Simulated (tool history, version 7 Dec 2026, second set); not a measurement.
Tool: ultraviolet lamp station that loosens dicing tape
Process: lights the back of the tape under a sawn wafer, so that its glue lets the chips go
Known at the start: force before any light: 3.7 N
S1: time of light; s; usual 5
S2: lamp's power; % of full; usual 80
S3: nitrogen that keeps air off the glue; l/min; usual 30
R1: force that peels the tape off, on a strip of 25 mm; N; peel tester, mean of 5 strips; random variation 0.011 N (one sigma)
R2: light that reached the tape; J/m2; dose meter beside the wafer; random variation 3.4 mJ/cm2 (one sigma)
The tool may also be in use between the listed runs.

| run | hour | S1 | S2 | S3 | R1 | R2 |
|---|---|---|---|---|---|---|
| 1 | 0 | 5 | 80 | 30 | 0.53 | 5180 |
| 2 | 7.2 | 5 | 75 | 30 | 0.59 | 4820 |
| 3 | 12.1 | 5 | 75 | 30 | 0.575 | 4790 |
| 4 | 17.7 | 5 | 80 | 30 | 0.505 | 5150 |
| 5 | 23.8 | 5 | 80 | 23 | 0.59 | 5110 |
| 6 | 30.5 | 5 | 80 | 23 | 0.606 | 5180 |
| 7 | 36.6 | 5 | 80 | 23 | 0.583 | 5130 |
| 8 | 44.1 | 5 | 80 | 23 | 0.599 | 5120 |
| 9 | 49.1 | 5 | 80 | 23 | 0.611 | 5090 |
| 10 | 59.3 | 5 | 80 | 30 | 0.532 | 5110 |
| 11 | 66.5 | 9 | 63 | 59 | 0.229 | 7210 |
| 12 | 75.8 | 2 | 80 | 30 | 1.595 | 2040 |
| 13 | 83.5 | 4 | 93 | 35 | 0.563 | 4780 |
| 14 | 91.9 | 2 | 75 | 35 | 1.629 | 1910 |
| 15 | 100.2 | 3 | 75 | 35 | 1.136 | 2850 |
| 16 | 107.3 | 5 | 87 | 38 | 0.408 | 5480 |
| 17 | 112.5 | 4 | 81 | 38 | 0.684 | 4080 |

Forecast each of these 3 alternatives for the next run:
| A | 120.2 | 6 | 62 | 16 | ? | ? |
| B | 120.2 | 9 | 90 | 30 | ? | ? |
| C | 120.2 | 5 | 69 | 23 | ? | ? |

| run | R1 | R2 |
|---|---|---|
| A | 0.811 | 4670 |
| B | 0.169 | 10250 |
| C | 0.769 | 4370 |
Without the tool's hidden state the same runs would have given:
| run | R1 | R2 |
|---|---|---|
| A | 0.716 | 5090 |
| B | 0.155 | 11180 |
| C | 0.677 | 4770 |

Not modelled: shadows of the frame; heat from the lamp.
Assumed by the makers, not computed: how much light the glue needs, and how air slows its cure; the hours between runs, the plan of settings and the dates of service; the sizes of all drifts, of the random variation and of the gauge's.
